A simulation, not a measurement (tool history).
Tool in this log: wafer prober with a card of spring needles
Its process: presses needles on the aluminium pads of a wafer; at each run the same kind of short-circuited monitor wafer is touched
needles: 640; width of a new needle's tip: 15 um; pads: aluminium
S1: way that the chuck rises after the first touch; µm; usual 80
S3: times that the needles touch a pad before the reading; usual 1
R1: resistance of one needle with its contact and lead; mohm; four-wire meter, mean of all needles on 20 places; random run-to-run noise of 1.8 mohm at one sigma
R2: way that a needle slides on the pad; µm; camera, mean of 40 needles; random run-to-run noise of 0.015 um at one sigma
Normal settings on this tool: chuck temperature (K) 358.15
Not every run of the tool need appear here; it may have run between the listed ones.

{"run": 1, "hour": 0.0, "S1": 80, "chuck temperature (K)": 358.15, "S3": 1, "R1": 209, "R2": 12.79}
{"hour": 3.1, "done": "tips cleaned on abrasive film"}
{"hour": 15.7, "done": "tips cleaned on abrasive film"}
{"run": 2, "hour": 15.7, "S1": 71, "chuck temperature (K)": 358.15, "S3": 1, "R1": 187, "R2": 11.35}
{"run": 3, "hour": 26.3, "S1": 71, "chuck temperature (K)": 358.15, "S3": 1, "R1": 220, "R2": 11.36}
{"hour": 28.7, "done": "tips cleaned on abrasive film"}
{"run": 4, "hour": 38.8, "S1": 71, "chuck temperature (K)": 358.15, "S3": 1, "R1": 218, "R2": 11.37}
{"hour": 41.6, "done": "tips cleaned on abrasive film"}
{"run": 5, "hour": 50.0, "S1": 71, "chuck temperature (K)": 358.15, "S3": 1, "R1": 214, "R2": 11.32}
{"hour": 54.0, "done": "tips cleaned on abrasive film"}
{"run": 6, "hour": 60.0, "S1": 71, "chuck temperature (K)": 358.15, "S3": 1, "R1": 211, "R2": 11.32}
{"hour": 67.6, "done": "tips cleaned on abrasive film"}
{"run": 7, "hour": 73.6, "S1": 71, "chuck temperature (K)": 358.15, "S3": 1, "R1": 212, "R2": 11.34}
{"hour": 80.9, "done": "tips cleaned on abrasive film"}
{"run": 8, "hour": 84.3, "S1": 80, "chuck temperature (K)": 363.15, "S3": 1, "R1": 198, "R2": 12.75}
{"hour": 93.5, "done": "tips cleaned on abrasive film"}
{"run": 9, "hour": 96.4, "S1": 80, "chuck temperature (K)": 363.15, "S3": 1, "R1": 192, "R2": 12.74}
{"hour": 106.2, "done": "tips cleaned on abrasive film"}
{"run": 10, "hour": 109.1, "S1": 80, "chuck temperature (K)": 363.15, "S3": 1, "R1": 193, "R2": 12.73}
{"hour": 111.5, "done": "height of the first contact set anew"}
{"hour": 119.0, "done": "tips cleaned on abrasive film"}
{"hour": 131.6, "done": "tips cleaned on abrasive film"}
{"run": 11, "hour": 131.6, "S1": 80, "chuck temperature (K)": 363.15, "S3": 1, "R1": 185, "R2": 12.63}
{"hour": 145.2, "done": "tips cleaned on abrasive film"}
{"run": 12, "hour": 153.0, "S1": 80, "chuck temperature (K)": 358.15, "S3": 1, "R1": 207, "R2": 12.62}
{"hour": 157.8, "done": "tips cleaned on abrasive film"}
{"run": 13, "hour": 169.3, "S1": 99, "chuck temperature (K)": 338.15, "S3": 2, "R1": 190, "R2": 15.69}
{"hour": 171.3, "done": "tips cleaned on abrasive film"}
{"hour": 183.3, "done": "tips cleaned on abrasive film"}
{"run": 14, "hour": 188.9, "S1": 80, "chuck temperature (K)": 367.15, "S3": 2, "R1": 198, "R2": 12.59}
{"hour": 196.5, "done": "tips cleaned on abrasive film"}
{"hour": 209.4, "done": "tips cleaned on abrasive film"}
{"run": 15, "hour": 210.3, "S1": 80, "chuck temperature (K)": 367.15, "S3": 2, "R1": 185, "R2": 12.57}
{"hour": 221.7, "done": "tips cleaned on abrasive film"}
{"run": 16, "hour": 232.0, "S1": 80, "chuck temperature (K)": 367.15, "S3": 2, "R1": 204, "R2": 12.55}
{"hour": 234.8, "done": "tips cleaned on abrasive film"}
{"hour": 238.0, "done": "height of the first contact set anew, once more"}
{"run": 17, "hour": 243.4, "S1": 80, "chuck temperature (K)": 312.15, "S3": 2, "R1": 189, "R2": 12.83}
{"hour": 247.4, "done": "tips cleaned on abrasive film"}
{"run": 18, "hour": 258.1, "S1": 83, "chuck temperature (K)": 300.15, "S3": 1, "R1": 202, "R2": 13.3}
{"hour": 259.6, "done": "tips cleaned on abrasive film"}
{"hour": 272.1, "done": "tips cleaned on abrasive film"}
{"run": 19, "hour": 274.9, "S1": 80, "chuck temperature (K)": 300.15, "S3": 1, "R1": 184, "R2": 12.8}
{"hour": 284.6, "done": "tips cleaned on abrasive film"}
{"run": 20, "hour": 287.5, "S1": 80, "chuck temperature (K)": 300.15, "S3": 1, "R1": 189, "R2": 12.81}
{"hour": 296.9, "done": "tips cleaned on abrasive film"}
{"run": 21, "hour": 300.0, "S1": 64, "chuck temperature (K)": 330.15, "S3": 1, "R1": 200, "R2": 10.24}

What will run 22 give?
{"hour": 310.6, "done": "tips cleaned on abrasive film"}
{"run": 22, "hour": 313.2, "S1": 93, "chuck temperature (K)": 393.15, "S3": 3, "R1": "?", "R2": "?"}

{"run 22": {"R1": 188, "R2": 14.87}}
Minus the tool's unlogged condition, the same run would have read R1 185 mohm, R2 14.92 µm.

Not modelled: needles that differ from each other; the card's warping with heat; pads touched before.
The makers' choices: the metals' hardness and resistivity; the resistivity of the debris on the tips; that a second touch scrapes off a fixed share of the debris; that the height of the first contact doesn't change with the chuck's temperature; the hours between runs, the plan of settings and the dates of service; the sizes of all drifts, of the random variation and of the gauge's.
